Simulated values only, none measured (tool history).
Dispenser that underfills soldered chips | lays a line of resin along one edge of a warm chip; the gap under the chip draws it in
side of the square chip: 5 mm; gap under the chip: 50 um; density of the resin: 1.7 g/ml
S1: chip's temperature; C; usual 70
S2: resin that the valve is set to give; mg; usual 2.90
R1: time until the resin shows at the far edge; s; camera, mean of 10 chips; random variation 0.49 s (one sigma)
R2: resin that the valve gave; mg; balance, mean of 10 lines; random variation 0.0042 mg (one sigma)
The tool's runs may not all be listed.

| run | hour | S1 | S2 | R1 | R2 |
|---|---|---|---|---|---|
| 1 | 0.0 | 70 | 2.90 | 51.3 | 2.908 |
| 2 | 2.0 | 70 | 2.90 | 55.8 | 2.907 |
|  | 3.5 | new syringe of resin |
| 3 | 5.8 | 59 | 2.90 | 60.8 | 2.910 |
| 4 | 9.0 | 59 | 2.90 | 69.6 | 2.903 |
| 5 | 13.8 | 59 | 2.90 | 82.3 | 2.904 |
|  | 15.6 | new syringe of resin |
| 6 | 18.6 | 59 | 2.90 | 62.7 | 2.894 |
| 7 | 21.2 | 59 | 2.90 | 69.3 | 2.905 |
| 8 | 24.6 | 70 | 2.73 | 52.9 | 2.717 |
|  | 27.7 | new syringe of resin |
| 9 | 29.6 | 68 | 2.90 | 43.4 | 2.895 |
| 10 | 33.4 | 70 | 2.97 | 45.7 | 2.957 |
| 11 | 35.9 | 70 | 2.97 | 49.6 | 2.958 |
| 12 | 39.1 | 70 | 2.97 | 55.3 | 2.952 |
|  | 39.8 | new syringe of resin |
| 13 | 43.0 | 70 | 2.97 | 42.3 | 2.948 |
| 14 | 46.3 | 70 | 2.97 | 48.0 | 2.941 |
| 15 | 49.6 | 70 | 2.97 | 52.0 | 2.945 |
|  | 52.1 | new syringe of resin |
| 16 | 52.7 | 70 | 2.97 | 38.9 | 2.936 |
| 17 | 55.9 | 70 | 2.90 | 43.4 | 2.875 |
| 18 | 58.5 | 70 | 2.90 | 47.4 | 2.863 |
| 19 | 62.0 | 56 | 3.78 | 86.4 | 3.731 |
|  | 64.5 | new syringe of resin |
| 20 | 65.4 | 74 | 2.60 | 34.4 | 2.569 |
| 21 | 70.0 | 74 | 2.60 | 41.5 | 2.562 |
| 22 | 73.7 | 85 | 2.54 | 32.9 | 2.505 |
| 23 | 75.7 | 85 | 2.54 | 34.8 | 2.504 |
|  | 76.7 | new syringe of resin |
| 24 | 80.5 | 74 | 3.58 | 35.2 | 3.518 |
| 25 | 83.8 | 59 | 2.93 | 69.9 | 2.880 |
| 26 | 86.2 | 55 | 3.76 | 85.6 | 3.693 |
|  | 89.0 | new syringe of resin |
| 27 | 91.0 | 59 | 3.56 | 58.0 | 3.498 |
| 28 | 95.6 | 59 | 3.56 | 68.0 | 3.489 |
| 29 | 99.4 | 59 | 3.56 | 77.3 | 3.478 |
|  | 101.1 | new syringe of resin |
| 30 | 103.0 | 73 | 3.73 | 34.2 | 3.644 |
| 31 | 105.7 | 74 | 3.73 | 36.7 | 3.645 |
| 32 | 109.4 | 63 | 3.72 | 61.4 | 3.630 |
|  | 113.3 | new syringe of resin |
| 33 | 114.5 | 70 | 3.58 | 39.2 | 3.494 |
| 34 | 117.7 | 62 | 2.92 | 59.7 | 2.839 |
| 35 | 120.0 | 68 | 3.12 | 50.5 | 3.041 |
|  | 125.1 | dispensing valve cleaned and set on the balance |
| 36 | 125.1 | 81 | 2.95 | 38.6 | 2.956 |

Forecast each of these 3 alternatives for the next run:
|  | 126.4 | new syringe of resin |
| A | 129.2 | 69 | 3.27 | ? | ? |
|  | 126.4 | new syringe of resin |
| B | 129.2 | 66 | 2.90 | ? | ? |
|  | 126.4 | new syringe of resin |
| C | 129.2 | 70 | 3.41 | ? | ? |

| run | R1 | R2 |
|---|---|---|
| A | 41.2 | 3.277 |
| B | 46.7 | 2.907 |
| C | 39.5 | 3.421 |
Without the tool's hidden state the same runs would have given:
| run | R1 | R2 |
|---|---|---|
| A | 39.3 | 3.271 |
| B | 44.5 | 2.901 |
| C | 37.7 | 3.414 |
